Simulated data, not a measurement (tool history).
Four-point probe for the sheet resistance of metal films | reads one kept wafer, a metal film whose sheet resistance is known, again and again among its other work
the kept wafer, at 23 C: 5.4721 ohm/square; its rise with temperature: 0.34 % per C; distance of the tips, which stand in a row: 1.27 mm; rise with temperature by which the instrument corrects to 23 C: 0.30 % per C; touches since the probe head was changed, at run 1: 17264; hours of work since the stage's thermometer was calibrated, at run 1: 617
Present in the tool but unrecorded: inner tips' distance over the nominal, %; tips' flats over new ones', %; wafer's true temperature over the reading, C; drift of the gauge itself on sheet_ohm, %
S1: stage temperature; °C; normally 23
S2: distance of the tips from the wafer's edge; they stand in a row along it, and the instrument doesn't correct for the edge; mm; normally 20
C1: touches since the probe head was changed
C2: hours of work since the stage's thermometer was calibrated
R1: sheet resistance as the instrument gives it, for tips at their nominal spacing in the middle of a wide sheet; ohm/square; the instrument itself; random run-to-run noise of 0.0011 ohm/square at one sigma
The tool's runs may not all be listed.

run   hour  S1  S2     C1   C2        R1
  1    0.0  23  20  17264  617  5.528532
  2   38.9  23   5  19228  644  5.703688
  3   69.4  23   5  20768  665  5.705619
  4  121.5  23   5  23405  702  5.706645
  5  160.5  23   5  25373  729  5.706130
  6  203.8  23   5  27561  760  5.706134
  7  251.4  23  37  29964  793  5.526470
     256.9  -- stage's thermometer calibrated
  8  275.7  23  19  31167   13  5.540836
  9  308.2  23  19  32813   36  5.541785
 10  346.3  23  19  34734   63  5.540783
 11  393.2  33  58  37107   96  5.550121
     397.2  -- stage's thermometer calibrated, once more
 12  417.5  33  58  38311   14  5.543144
 13  462.4  27   5  40576   46  5.712884
 14  496.4  22   4  42293   70  5.802817
 15  538.6  22   4  44427   99  5.801872
 16  573.6  21   4  46198  124  5.799864
 17  597.3  23  69  47392  140  5.523196

Branching from run 17: 5 alternative next runs. What would each branch give?
  A  621.2  31  24  48601  157   ?
  B  621.2  25  69  48601  157   ?
  C  621.2  26   7  48601  157   ?
  D  621.2  19  25  48601  157   ?
  E  621.2  19  72  48601  157   ?

run        R1
  A  5.546897
  B  5.527460
  C  5.626622
  D  5.521169
  E  5.513970
The same runs, with their run-to-run variation unchanged, on a tool lacking any hidden condition would have given:
run        R1
  A  5.496222
  B  5.476944
  C  5.575271
  D  5.470701
  E  5.463563
